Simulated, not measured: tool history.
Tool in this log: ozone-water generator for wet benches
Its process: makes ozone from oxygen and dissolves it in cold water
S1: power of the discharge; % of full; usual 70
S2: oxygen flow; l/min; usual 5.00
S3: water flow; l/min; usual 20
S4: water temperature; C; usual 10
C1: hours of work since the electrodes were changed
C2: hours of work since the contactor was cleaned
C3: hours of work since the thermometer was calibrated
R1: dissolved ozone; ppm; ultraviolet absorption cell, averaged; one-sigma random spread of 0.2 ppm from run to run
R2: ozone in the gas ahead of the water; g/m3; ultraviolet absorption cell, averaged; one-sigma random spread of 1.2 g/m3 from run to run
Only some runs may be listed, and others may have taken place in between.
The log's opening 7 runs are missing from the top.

{"run": 8, "hour": 280.3, "S1": 70, "S2": 5.0, "S3": 20, "S4": 10, "C1": 1908, "C2": 1344, "C3": 4967, "R1": 28.1, "R2": 212.9}
{"run": 9, "hour": 309.1, "S1": 70, "S2": 5.0, "S3": 20, "S4": 10, "C1": 1931, "C2": 1366, "C3": 4990, "R1": 28.1, "R2": 215.9}
{"run": 10, "hour": 367.5, "S1": 70, "S2": 5.0, "S3": 20, "S4": 10, "C1": 1976, "C2": 1412, "C3": 5035, "R1": 27.8, "R2": 215.9}
{"run": 11, "hour": 406.6, "S1": 70, "S2": 5.0, "S3": 20, "S4": 10, "C1": 2007, "C2": 1443, "C3": 5066, "R1": 28.2, "R2": 216.6}
{"hour": 436.2, "done": "water thermometer calibrated"}
{"run": 12, "hour": 455.8, "S1": 70, "S2": 8.83, "S3": 20, "S4": 10, "C1": 2045, "C2": 1481, "C3": 15, "R1": 30.4, "R2": 170.4}
{"run": 13, "hour": 491.4, "S1": 70, "S2": 8.83, "S3": 20, "S4": 10, "C1": 2073, "C2": 1509, "C3": 43, "R1": 30.3, "R2": 170.1}
{"run": 14, "hour": 530.1, "S1": 70, "S2": 5.0, "S3": 17, "S4": 10, "C1": 2104, "C2": 1539, "C3": 74, "R1": 32.1, "R2": 213.6}
{"run": 15, "hour": 557.1, "S1": 70, "S2": 5.0, "S3": 17, "S4": 10, "C1": 2125, "C2": 1561, "C3": 95, "R1": 31.9, "R2": 215.3}
{"run": 16, "hour": 616.8, "S1": 70, "S2": 5.0, "S3": 17, "S4": 10, "C1": 2172, "C2": 1608, "C3": 142, "R1": 31.7, "R2": 215.5}
{"run": 17, "hour": 657.4, "S1": 70, "S2": 6.3, "S3": 17, "S4": 10, "C1": 2204, "C2": 1639, "C3": 174, "R1": 32.7, "R2": 194.5}
{"run": 18, "hour": 693.0, "S1": 70, "S2": 5.0, "S3": 20, "S4": 15, "C1": 2232, "C2": 1667, "C3": 202, "R1": 26.1, "R2": 215.9}
{"run": 19, "hour": 727.6, "S1": 70, "S2": 3.7, "S3": 15, "S4": 10, "C1": 2259, "C2": 1695, "C3": 229, "R1": 33.7, "R2": 244.7}

What does the tool deliver on the next run?
{"run": 20, "hour": 786.5, "S1": 72, "S2": 5.0, "S3": 12, "S4": 15, "C1": 2305, "C2": 1741, "C3": 275, "R1": "?", "R2": "?"}

R1: 38.0 ppm
R2: 219.0 g/m3
With the hidden condition absent and the run-to-run variation left alone, this run would have shown R1 39.8 ppm, R2 227.5 g/m3.

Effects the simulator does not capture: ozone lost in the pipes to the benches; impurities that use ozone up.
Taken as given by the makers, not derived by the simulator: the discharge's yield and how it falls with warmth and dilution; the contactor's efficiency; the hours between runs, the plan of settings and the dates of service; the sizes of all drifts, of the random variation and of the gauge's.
